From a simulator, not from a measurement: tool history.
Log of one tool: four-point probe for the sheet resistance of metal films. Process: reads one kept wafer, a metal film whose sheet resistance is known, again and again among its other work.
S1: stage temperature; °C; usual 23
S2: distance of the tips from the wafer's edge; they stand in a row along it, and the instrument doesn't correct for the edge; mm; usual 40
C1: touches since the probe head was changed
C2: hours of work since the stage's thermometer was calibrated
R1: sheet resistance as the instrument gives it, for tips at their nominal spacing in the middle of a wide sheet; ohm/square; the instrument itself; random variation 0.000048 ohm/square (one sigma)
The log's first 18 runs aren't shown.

run 19 day=27.442 | S1=31 S2=9 | C1=84594 C2=1074 | R1=0.243556
run 20 day=28.362 | S1=31 S2=9 | C1=85446 C2=1086 | R1=0.243511
run 21 day=29.850 | S1=21 S2=11 | C1=86822 C2=1105 | R1=0.242628
run 22 day=31.688 | S1=23 S2=9 | C1=88521 C2=1127 | R1=0.243249
run 23 day=33.833 | S1=23 S2=9 | C1=90504 C2=1154 | R1=0.243309
-- day=34.925 new probe head fitted
run 24 day=35.838 | S1=25 S2=40 | C1=841 C2=1179 | R1=0.241149
run 25 day=37.054 | S1=29 S2=24 | C1=1966 C2=1194 | R1=0.241503
run 26 day=38.533 | S1=27 S2=15 | C1=3334 C2=1212 | R1=0.241725
run 27 day=39.800 | S1=27 S2=15 | C1=4504 C2=1228 | R1=0.241746
run 28 day=40.875 | S1=22 S2=24 | C1=5499 C2=1241 | R1=0.241163
run 29 day=42.212 | S1=33 S2=14 | C1=6733 C2=1258 | R1=0.242125
run 30 day=44.325 | S1=33 S2=8 | C1=8686 C2=1284 | R1=0.243529
run 31 day=45.708 | S1=33 S2=6 | C1=9967 C2=1302 | R1=0.245226
-- day=46.196 stage's thermometer calibrated
run 32 day=47.942 | S1=21 S2=14 | C1=12008 C2=22 | R1=0.241406
run 33 day=49.871 | S1=21 S2=14 | C1=13793 C2=46 | R1=0.241372
run 34 day=51.512 | S1=21 S2=14 | C1=15310 C2=66 | R1=0.241523
run 35 day=52.429 | S1=21 S2=14 | C1=16158 C2=78 | R1=0.241480

Forecast each of these 5 alternatives for the next run:
run A day=54.171 | S1=28 S2=38 | C1=17766 C2=99 | R1=?
run B day=54.171 | S1=22 S2=18 | C1=17766 C2=99 | R1=?
run C day=54.171 | S1=23 S2=44 | C1=17766 C2=99 | R1=?
run D day=54.171 | S1=27 S2=42 | C1=17766 C2=99 | R1=?
run E day=54.171 | S1=33 S2=37 | C1=17766 C2=99 | R1=?

run=A R1=0.241298
run=B R1=0.241326
run=C R1=0.241068
run=D R1=0.241247
run=E R1=0.241596
Without the tool's hidden state the same runs would have given:
run=A R1=0.240619
run=B R1=0.240649
run=C R1=0.240390
run=D R1=0.240568
run=E R1=0.240916

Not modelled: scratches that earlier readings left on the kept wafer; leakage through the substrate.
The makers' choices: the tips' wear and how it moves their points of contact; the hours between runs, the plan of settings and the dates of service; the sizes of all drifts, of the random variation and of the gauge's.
